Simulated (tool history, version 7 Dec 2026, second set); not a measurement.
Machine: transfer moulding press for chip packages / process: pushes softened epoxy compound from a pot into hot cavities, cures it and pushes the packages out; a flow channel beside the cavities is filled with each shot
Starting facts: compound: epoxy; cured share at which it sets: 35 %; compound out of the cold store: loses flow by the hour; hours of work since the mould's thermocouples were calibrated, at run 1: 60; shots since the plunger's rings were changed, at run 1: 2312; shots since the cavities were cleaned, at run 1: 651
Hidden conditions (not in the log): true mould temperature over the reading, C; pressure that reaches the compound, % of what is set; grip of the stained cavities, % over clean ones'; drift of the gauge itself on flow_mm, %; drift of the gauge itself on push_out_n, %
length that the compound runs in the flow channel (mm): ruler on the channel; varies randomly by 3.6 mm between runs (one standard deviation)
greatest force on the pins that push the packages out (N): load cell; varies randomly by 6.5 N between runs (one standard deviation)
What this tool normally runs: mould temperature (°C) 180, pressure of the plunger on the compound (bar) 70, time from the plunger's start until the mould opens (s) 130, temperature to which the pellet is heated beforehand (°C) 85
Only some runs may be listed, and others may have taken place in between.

| run | hour | mould temperature (°C) | pressure of the plunger on the compound (bar) | time from the plunger's start until the mould opens (s) | temperature to which the pellet is heated beforehand (°C) | hours of work since the mould's thermocouples were calibrated | shots since the plunger's rings were changed | shots since the cavities were cleaned | incoming compound's hours out of the cold store | length that the compound runs in the flow channel (mm) | greatest force on the pins that push the packages out (N) |
|---|---|---|---|---|---|---|---|---|---|---|---|
| 1 | 0 | 180 | 70 | 130 | 85 | 60 | 2312 | 651 | 45.4 | 837 | 404 |
| 2 | 21.3 | 180 | 70 | 130 | 85 | 73 | 2515 | 854 | 20.4 | 964 | 423 |
| 3 | 41.7 | 180 | 70 | 130 | 86 | 85 | 2710 | 1049 | 10.4 | 1017 | 467 |
|  | 56.3 | cavities cleaned with cleaning compound and waxed |
| 4 | 62.3 | 180 | 70 | 130 | 86 | 97 | 2891 | 57 | 8.6 | 1037 | 291 |
| 5 | 71.2 | 180 | 70 | 130 | 86 | 102 | 2976 | 142 | 43.1 | 841 | 299 |
| 6 | 90.1 | 180 | 70 | 130 | 85 | 114 | 3157 | 323 | 8.6 | 1023 | 353 |
| 7 | 102.2 | 180 | 70 | 130 | 85 | 121 | 3271 | 437 | 30 | 903 | 359 |
| 8 | 114.1 | 180 | 52.6 | 130 | 85 | 128 | 3385 | 551 | 34.4 | 764 | 396 |
| 9 | 130.4 | 180 | 52.6 | 130 | 85 | 138 | 3540 | 706 | 16.5 | 839 | 422 |
| 10 | 140.7 | 180 | 70 | 125 | 85 | 144 | 3639 | 805 | 27.6 | 909 | 425 |
| 11 | 156.3 | 180 | 70 | 125 | 85 | 154 | 3786 | 952 | 13.1 | 991 | 459 |
| 12 | 177.1 | 180 | 77.9 | 130 | 85 | 166 | 3984 | 1150 | 38.1 | 903 | 459 |
|  | 181.6 | cavities cleaned with cleaning compound and waxed |
| 13 | 194.2 | 180 | 70 | 130 | 79 | 176 | 4134 | 121 | 10.5 | 1011 | 303 |
| 14 | 205.1 | 180 | 70 | 130 | 79 | 182 | 4237 | 224 | 8.6 | 1020 | 342 |
| 15 | 219 | 180 | 70 | 130 | 80 | 191 | 4370 | 357 | 26.1 | 914 | 346 |
| 16 | 230.9 | 185 | 70 | 131 | 80 | 198 | 4483 | 470 | 13.3 | 964 | 352 |
| 17 | 252.4 | 179 | 54.3 | 113 | 85 | 211 | 4687 | 674 | 32.4 | 776 | 478 |
| 18 | 268.5 | 186 | 54.3 | 113 | 85 | 221 | 4841 | 828 | 41.3 | 722 | 413 |
| 19 | 289.2 | 180 | 70 | 130 | 88 | 233 | 5038 | 1025 | 42.4 | 825 | 430 |
| 20 | 302.7 | 180 | 67.1 | 138 | 88 | 241 | 5166 | 1153 | 13.1 | 964 | 445 |
|  | 307.2 | cavities cleaned with cleaning compound and waxed |
| 21 | 317.7 | 184 | 67.1 | 138 | 90 | 250 | 5296 | 101 | 28.8 | 854 | 273 |
| 22 | 331.7 | 184 | 75.1 | 138 | 76 | 258 | 5428 | 233 | 23.1 | 938 | 298 |
|  | 347.2 | plunger's sealing rings changed |
| 23 | 354.4 | 186 | 70 | 130 | 85 | 270 | 68 | 426 | 37.2 | 871 | 340 |
| 24 | 368 | 175 | 70 | 130 | 76 | 279 | 197 | 555 | 41.9 | 887 | 438 |
| 25 | 378.5 | 187 | 70.3 | 127 | 85 | 285 | 298 | 656 | 45.3 | 831 | 379 |
| 26 | 393.3 | 175 | 52.2 | 130 | 85 | 294 | 438 | 796 | 8.1 | 934 | 514 |
| 27 | 413.8 | 182 | 62.9 | 130 | 85 | 306 | 634 | 992 | 40.1 | 822 | 429 |
| 28 | 432.6 | 180 | 70 | 130 | 85 | 318 | 813 | 1171 | 19.1 | 990 | 451 |
|  | 436.1 | cavities cleaned with cleaning compound and waxed |
| 29 | 451.7 | 180 | 70 | 130 | 85 | 328 | 981 | 150 | 34.9 | 893 | 300 |

Here are 4 independent what-if runs from the current tool condition. What would each one return?
| A | 470.8 | 180 | 70 | 130 | 85 | 340 | 1162 | 331 | 44.4 | ? | ? |
| B | 470.8 | 180 | 70 | 158 | 95 | 340 | 1162 | 331 | 8.8 | ? | ? |
| C | 470.8 | 186 | 79.5 | 130 | 94 | 340 | 1162 | 331 | 38.6 | ? | ? |
| D | 470.8 | 183 | 60.3 | 148 | 85 | 340 | 1162 | 331 | 20.7 | ? | ? |

| run | length that the compound runs in the flow channel (mm) | greatest force on the pins that push the packages out (N) |
|---|---|---|
| A | 846 | 333 |
| B | 1048 | 332 |
| C | 915 | 313 |
| D | 890 | 328 |
Take away the tool's hidden state, keep each run's random variation, and the runs would have read:
| run | length that the compound runs in the flow channel (mm) | greatest force on the pins that push the packages out (N) |
|---|---|---|
| A | 859 | 247 |
| B | 1063 | 246 |
| C | 928 | 230 |
| D | 903 | 245 |
